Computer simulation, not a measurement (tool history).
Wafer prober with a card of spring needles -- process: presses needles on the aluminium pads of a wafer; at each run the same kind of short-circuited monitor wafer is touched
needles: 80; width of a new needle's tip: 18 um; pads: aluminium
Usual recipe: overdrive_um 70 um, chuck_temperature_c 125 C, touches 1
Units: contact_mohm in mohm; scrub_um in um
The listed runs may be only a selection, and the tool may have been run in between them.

Run 1, hour 0: usual settings. Result: contact_mohm 169 mohm, scrub_um 12.75 um.
Run 2, hour 49.3: usual settings. Result: contact_mohm 172 mohm, scrub_um 12.77 um.
Run 3, hour 104.8: usual settings. Result: contact_mohm 172 mohm, scrub_um 12.8 um.
Run 4, hour 160.5: usual settings. Result: contact_mohm 169 mohm, scrub_um 12.78 um.
Run 5, hour 221.3: usual settings. Result: contact_mohm 170 mohm, scrub_um 12.85 um.
Run 6, hour 282.5: usual settings. Result: contact_mohm 171 mohm, scrub_um 12.84 um.
Run 7, hour 323.8: usual settings. Result: contact_mohm 172 mohm, scrub_um 12.86 um.
Run 8, hour 353.8: usual settings. Result: contact_mohm 168 mohm, scrub_um 12.84 um.
Run 9, hour 401.7: usual settings. Result: contact_mohm 169 mohm, scrub_um 12.89 um.
Run 10, hour 434.9: usual settings but chuck_temperature_c 48 C. Result: contact_mohm 156 mohm, scrub_um 12.9 um.
Run 11, hour 478.3: usual settings but chuck_temperature_c 48 C. Result: contact_mohm 157 mohm, scrub_um 12.85 um.
Run 12, hour 525.2: usual settings but chuck_temperature_c 48 C. Result: contact_mohm 154 mohm, scrub_um 12.95 um.
Run 13, hour 572.9: usual settings but chuck_temperature_c 48 C. Result: contact_mohm 155 mohm, scrub_um 12.95 um.
Run 14, hour 612.6: usual settings but chuck_temperature_c 42 C. Result: contact_mohm 156 mohm, scrub_um 12.89 um.
Run 15, hour 638.5: usual settings but chuck_temperature_c 63 C. Result: contact_mohm 157 mohm, scrub_um 12.75 um.
Run 16, hour 687.3: usual settings but chuck_temperature_c 63 C. Result: contact_mohm 161 mohm, scrub_um 12.8 um.
Run 17, hour 737.2: usual settings but overdrive_um 87 um, chuck_temperature_c 26 C, touches 2. Result: contact_mohm 146 mohm, scrub_um 15.94 um.
Run 18, hour 769: usual settings but chuck_temperature_c 59 C. Result: contact_mohm 156 mohm, scrub_um 12.8 um.
Run 19, hour 802.6: usual settings but chuck_temperature_c 59 C. Result: contact_mohm 158 mohm, scrub_um 12.81 um.
Run 20, hour 861.4: usual settings but chuck_temperature_c 59 C. Result: contact_mohm 157 mohm, scrub_um 12.81 um.
Run 21, hour 894.9: usual settings but overdrive_um 64 um, chuck_temperature_c 72 C, touches 3. Result: contact_mohm 162 mohm, scrub_um 11.76 um.
Run 22, hour 940.7: usual settings but chuck_temperature_c 28 C. Result: contact_mohm 152 mohm, scrub_um 12.84 um.
Run 23, hour 994.1: usual settings but chuck_temperature_c 28 C. Result: contact_mohm 152 mohm, scrub_um 12.91 um.
Run 24, hour 1050.2: usual settings but overdrive_um 66 um, chuck_temperature_c 41 C. Result: contact_mohm 156 mohm, scrub_um 12.13 um.
Run 25, hour 1110.8: usual settings but chuck_temperature_c 80 C. Result: contact_mohm 163 mohm, scrub_um 12.88 um.
Run 26, hour 1165.5: usual settings but chuck_temperature_c 80 C. Result: contact_mohm 161 mohm, scrub_um 12.89 um.

Not shown here: 101 entries made in the log between runs. Locate each between two listed runs and compare the hidden state at the listed run before it with the hidden state at the listed run after it:
Logged between run 1 and run 2: tips cleaned on abrasive film (hour 10.9); tips cleaned on abrasive film (hour 24.6); tips cleaned on abrasive film (hour 38.1); tips cleaned on abrasive film (hour 49)
  debris on the tips, nm: 0.1 -> 0; drift of the gauge itself on scrub_um, %: 0 -> 0.1
  measured minus no-state result, scrub_um: +0 -> +0.01 um
Logged between run 2 and run 3: tips cleaned on abrasive film (hour 60.2); tips cleaned on abrasive film (hour 71.2); tips cleaned on abrasive film (hour 82.1); tips cleaned on abrasive film (hour 95.8)
  debris on the tips, nm: 0 -> 0.2; drift of the gauge itself on scrub_um, %: 0.1 -> 0.22
  measured minus no-state result, scrub_um: +0.01 -> +0.02 um
Logged between run 3 and run 4: tips cleaned on abrasive film (hour 107.6); tips cleaned on abrasive film (hour 121.2); tips cleaned on abrasive film (hour 132.2); tips cleaned on abrasive film (hour 145.8); height of the first contact set anew (hour 148.8); tips cleaned on abrasive film (hour 157.1)
  drift of the gauge itself on scrub_um, %: 0.22 -> 0.34
  measured minus no-state result, scrub_um: +0.02 -> +0.04 um
Logged between run 4 and run 5: tips cleaned on abrasive film (hour 168.5); tips cleaned on abrasive film (hour 179.5); tips cleaned on abrasive film (hour 190.4); tips cleaned on abrasive film (hour 204); tips cleaned on abrasive film (hour 217.5)
  drift of the gauge itself on scrub_um, %: 0.34 -> 0.47
  measured minus no-state result, scrub_um: +0.04 -> +0.06 um
Logged between run 5 and run 6: tips cleaned on abrasive film (hour 229.6); tips cleaned on abrasive film (hour 243.2); tips cleaned on abrasive film (hour 254.1); tips cleaned on abrasive film (hour 265.1); tips cleaned on abrasive film (hour 278.7)
  drift of the gauge itself on scrub_um, %: 0.47 -> 0.6
  measured minus no-state result, scrub_um: +0.06 -> +0.08 um
Logged between run 6 and run 7: tips cleaned on abrasive film (hour 290.8); tips cleaned on abrasive film (hour 301.7); tips cleaned on abrasive film (hour 315.3)
  drift of the gauge itself on scrub_um, %: 0.6 -> 0.69
  measured minus no-state result, scrub_um: +0.08 -> +0.09 um
Logged between run 7 and run 8: tips cleaned on abrasive film (hour 326.6); tips cleaned on abrasive film (hour 337.6); tips cleaned on abrasive film (hour 351.2)
  debris on the tips, nm: 0.2 -> 0.1; drift of the gauge itself on scrub_um, %: 0.69 -> 0.75
  measured minus no-state result, scrub_um: +0.09 -> +0.1 um
Logged between run 8 and run 9: tips cleaned on abrasive film (hour 364.4); tips cleaned on abrasive film (hour 378); height of the first contact set anew (hour 389.1); tips cleaned on abrasive film (hour 391.9)
  debris on the tips, nm: 0.1 -> 0.2; drift of the gauge itself on scrub_um, %: 0.75 -> 0.85
  measured minus no-state result, scrub_um: +0.1 -> +0.11 um
Logged between run 9 and run 10: tips cleaned on abrasive film (hour 404.5); tips cleaned on abrasive film (hour 415.4); tips cleaned on abrasive film (hour 426.3)
  drift of the gauge itself on scrub_um, %: 0.85 -> 0.92
  measured minus no-state result, scrub_um: +0.11 -> +0.11 um
Logged between run 10 and run 11: tips cleaned on abrasive film (hour 437.7); tips cleaned on abrasive film (hour 448.7); tips cleaned on abrasive film (hour 462.1); tips cleaned on abrasive film (hour 475.6)
  debris on the tips, nm: 0.2 -> 0.1; drift of the gauge itself on scrub_um, %: 0.92 -> 1.01
  measured minus no-state result, scrub_um: +0.11 -> +0.13 um
Logged between run 11 and run 12: tips cleaned on abrasive film (hour 489.2); tips cleaned on abrasive film (hour 500.1); tips cleaned on abrasive film (hour 511.1); tips cleaned on abrasive film (hour 522)
  drift of the gauge itself on scrub_um, %: 1.01 -> 1.11
  measured minus no-state result, scrub_um: +0.13 -> +0.15 um
Logged between run 12 and run 13: tips cleaned on abrasive film (hour 533.4); tips cleaned on abrasive film (hour 546.9); tips cleaned on abrasive film (hour 560.5); tips cleaned on abrasive film (hour 571.5)
  drift of the gauge itself on scrub_um, %: 1.11 -> 1.22
  measured minus no-state result, scrub_um: +0.15 -> +0.15 um
Logged between run 13 and run 14: tips cleaned on abrasive film (hour 583.6); tips cleaned on abrasive film (hour 594.6); tips cleaned on abrasive film (hour 605.5)
  debris on the tips, nm: 0.1 -> 0.2; drift of the gauge itself on scrub_um, %: 1.22 -> 1.3
  measured minus no-state result, scrub_um: +0.15 -> +0.17 um
Logged between run 14 and run 15: tips cleaned on abrasive film (hour 618.2); tips cleaned on abrasive film (hour 629.1); height of the first contact set anew (hour 629.4); gauge calibrated (hour 634.8)
  drift of the gauge itself on scrub_um, %: 1.3 -> 0.01
  measured minus no-state result, scrub_um: +0.17 -> +0 um
Logged between run 15 and run 16: tips cleaned on abrasive film (hour 641.3); tips cleaned on abrasive film (hour 652.2); tips cleaned on abrasive film (hour 665.6); tips cleaned on abrasive film (hour 679.3)
  drift of the gauge itself on scrub_um, %: 0.01 -> 0.11
  measured minus no-state result, scrub_um: +0 -> +0.01 um
Logged between run 16 and run 17: tips cleaned on abrasive film (hour 692.8); tips cleaned on abrasive film (hour 706.5); tips cleaned on abrasive film (hour 720.1); tips cleaned on abrasive film (hour 733.8)
  drift of the gauge itself on scrub_um, %: 0.11 -> 0.22
  measured minus no-state result, scrub_um: +0.01 -> +0.04 um
Logged between run 17 and run 18: tips cleaned on abrasive film (hour 745.4); tips cleaned on abrasive film (hour 756.4); tips cleaned on abrasive film (hour 767.3)
  debris on the tips, nm: 0.2 -> 0.1; drift of the gauge itself on scrub_um, %: 0.22 -> 0.28
  measured minus no-state result, scrub_um: +0.04 -> +0.04 um
Logged between run 18 and run 19: tips cleaned on abrasive film (hour 779.9); tips cleaned on abrasive film (hour 793.4)
  debris on the tips, nm: 0.1 -> 0.2; drift of the gauge itself on scrub_um, %: 0.28 -> 0.36
  measured minus no-state result, scrub_um: +0.04 -> +0.04 um
Logged between run 19 and run 20: tips cleaned on abrasive film (hour 805.4); tips cleaned on abrasive film (hour 816.3); card fitted with new needles (hour 828.3); tips cleaned on abrasive film (hour 839.3); tips cleaned on abrasive film (hour 852.7)
  tips' diameter, um: 18.01 -> 18; drift of the gauge itself on scrub_um, %: 0.36 -> 0.46
  measured minus no-state result, scrub_um: +0.04 -> +0.05 um
Logged between run 20 and run 21: tips cleaned on abrasive film (hour 864.2); tips cleaned on abrasive film (hour 877.7); tips cleaned on abrasive film (hour 888.7)
  drift of the gauge itself on scrub_um, %: 0.46 -> 0.53
  measured minus no-state result, scrub_um: +0.05 -> +0.06 um
Logged between run 21 and run 22: tips cleaned on abrasive film (hour 900.3); tips cleaned on abrasive film (hour 914); tips cleaned on abrasive film (hour 927.6); tips cleaned on abrasive film (hour 940.7)
  debris on the tips, nm: 0.2 -> 0; drift of the gauge itself on scrub_um, %: 0.53 -> 0.62
  measured minus no-state result, scrub_um: +0.06 -> +0.08 um
Logged between run 22 and run 23: tips cleaned on abrasive film (hour 951.6); tips cleaned on abrasive film (hour 962.6); tips cleaned on abrasive film (hour 973.5); tips cleaned on abrasive film (hour 984.4)
  debris on the tips, nm: 0 -> 0.2; drift of the gauge itself on scrub_um, %: 0.62 -> 0.74
  measured minus no-state result, scrub_um: +0.08 -> +0.09 um
Logged between run 23 and run 24: tips cleaned on abrasive film (hour 996.9); tips cleaned on abrasive film (hour 1007.9); tips cleaned on abrasive film (hour 1018.8); tips cleaned on abrasive film (hour 1032.3); tips cleaned on abrasive film (hour 1043.2)
  drift of the gauge itself on scrub_um, %: 0.74 -> 0.86
  measured minus no-state result, scrub_um: +0.09 -> +0.1 um
Logged between run 24 and run 25: tips cleaned on abrasive film (hour 1055.7); tips cleaned on abrasive film (hour 1069.2); height of the first contact set anew (hour 1069.5); tips cleaned on abrasive film (hour 1080.5); tips cleaned on abrasive film (hour 1091.4); tips cleaned on abrasive film (hour 1105.1)
  drift of the gauge itself on scrub_um, %: 0.86 -> 0.98
  measured minus no-state result, scrub_um: +0.1 -> +0.13 um
Logged between run 25 and run 26: tips cleaned on abrasive film (hour 1116.3); tips cleaned on abrasive film (hour 1129.9); tips cleaned on abrasive film (hour 1140.8); tips cleaned on abrasive film (hour 1154.3); tips cleaned on abrasive film (hour 1165.2)
  debris on the tips, nm: 0.2 -> 0; drift of the gauge itself on scrub_um, %: 0.98 -> 1.1
  measured minus no-state result, scrub_um: +0.13 -> +0.14 um
